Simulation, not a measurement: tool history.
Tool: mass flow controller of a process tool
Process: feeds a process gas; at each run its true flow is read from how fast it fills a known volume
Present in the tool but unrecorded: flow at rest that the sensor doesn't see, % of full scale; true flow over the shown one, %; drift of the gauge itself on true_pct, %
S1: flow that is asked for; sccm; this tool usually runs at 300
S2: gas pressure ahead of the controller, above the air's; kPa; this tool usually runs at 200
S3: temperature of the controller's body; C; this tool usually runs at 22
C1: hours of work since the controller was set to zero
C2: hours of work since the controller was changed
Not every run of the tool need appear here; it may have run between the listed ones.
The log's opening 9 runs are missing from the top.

run 10 hour=587 | S1=560 S2=200 S3=22 | C1=468 C2=468 | true_flow_(%)=98.96
run 11 hour=655.3 | S1=560 S2=246 S3=22 | C1=495 C2=495 | true_flow_(%)=98.67
run 12 hour=725.8 | S1=300 S2=200 S3=22 | C1=523 C2=523 | true_flow_(%)=98.6
run 13 hour=785.4 | S1=300 S2=200 S3=22 | C1=547 C2=547 | true_flow_(%)=98.56
run 14 hour=841.8 | S1=193 S2=200 S3=22 | C1=569 C2=569 | true_flow_(%)=98.17
run 15 hour=889 | S1=193 S2=200 S3=22 | C1=588 C2=588 | true_flow_(%)=98.1
run 16 hour=961.4 | S1=193 S2=200 S3=22 | C1=617 C2=617 | true_flow_(%)=98.03
run 17 hour=1004.3 | S1=519 S2=272 S3=39 | C1=634 C2=634 | true_flow_(%)=100.34
run 18 hour=1079.5 | S1=519 S2=272 S3=39 | C1=664 C2=664 | true_flow_(%)=100.29
run 19 hour=1134.8 | S1=519 S2=261 S3=38 | C1=686 C2=686 | true_flow_(%)=100.34
run 20 hour=1226.5 | S1=519 S2=261 S3=38 | C1=722 C2=722 | true_flow_(%)=100.37
run 21 hour=1300.5 | S1=519 S2=261 S3=38 | C1=751 C2=751 | true_flow_(%)=100.26
run 22 hour=1338.4 | S1=519 S2=215 S3=28 | C1=766 C2=766 | true_flow_(%)=99.55
run 23 hour=1395.3 | S1=182 S2=192 S3=23 | C1=789 C2=789 | true_flow_(%)=98.1
run 24 hour=1452.5 | S1=190 S2=269 S3=32 | C1=812 C2=812 | true_flow_(%)=98.6
run 25 hour=1525 | S1=199 S2=200 S3=31 | C1=840 C2=840 | true_flow_(%)=98.93
run 26 hour=1583.8 | S1=124 S2=218 S3=30 | C1=864 C2=864 | true_flow_(%)=98.09
run 27 hour=1629 | S1=124 S2=218 S3=30 | C1=882 C2=882 | true_flow_(%)=98.05
run 28 hour=1720 | S1=645 S2=250 S3=34 | C1=918 C2=918 | true_flow_(%)=100.07
run 29 hour=1800.6 | S1=231 S2=162 S3=34 | C1=950 C2=950 | true_flow_(%)=99.63
run 30 hour=1848.2 | S1=419 S2=204 S3=22 | C1=969 C2=969 | true_flow_(%)=98.53
run 31 hour=1917.9 | S1=211 S2=241 S3=22 | C1=996 C2=996 | true_flow_(%)=97.5
run 32 hour=1976.4 | S1=211 S2=241 S3=22 | C1=1019 C2=1019 | true_flow_(%)=97.51

Consider 5 possible next runs. They are alternatives, not a sequence: every one starts from the tool as it was left by run 32. What does each give?
run A hour=2046.8 | S1=211 S2=200 S3=22 | C1=1047 C2=1047 | true_flow_(%)=?
run B hour=2046.8 | S1=300 S2=141 S3=22 | C1=1047 C2=1047 | true_flow_(%)=?
run C hour=2046.8 | S1=300 S2=200 S3=22 | C1=1047 C2=1047 | true_flow_(%)=?
run D hour=2046.8 | S1=300 S2=178 S3=28 | C1=1047 C2=1047 | true_flow_(%)=?
run E hour=2046.8 | S1=211 S2=192 S3=24 | C1=1047 C2=1047 | true_flow_(%)=?

run=A true_flow_(%)=97.98
run=B true_flow_(%)=98.63
run=C true_flow_(%)=98.15
run=D true_flow_(%)=99.13
run=E true_flow_(%)=98.07
Take away the tool's hidden state, keep each run's random variation, and the runs would have read:
run=A true_flow_(%)=98.87
run=B true_flow_(%)=99.21
run=C true_flow_(%)=98.73
run=D true_flow_(%)=99.71
run=E true_flow_(%)=98.96

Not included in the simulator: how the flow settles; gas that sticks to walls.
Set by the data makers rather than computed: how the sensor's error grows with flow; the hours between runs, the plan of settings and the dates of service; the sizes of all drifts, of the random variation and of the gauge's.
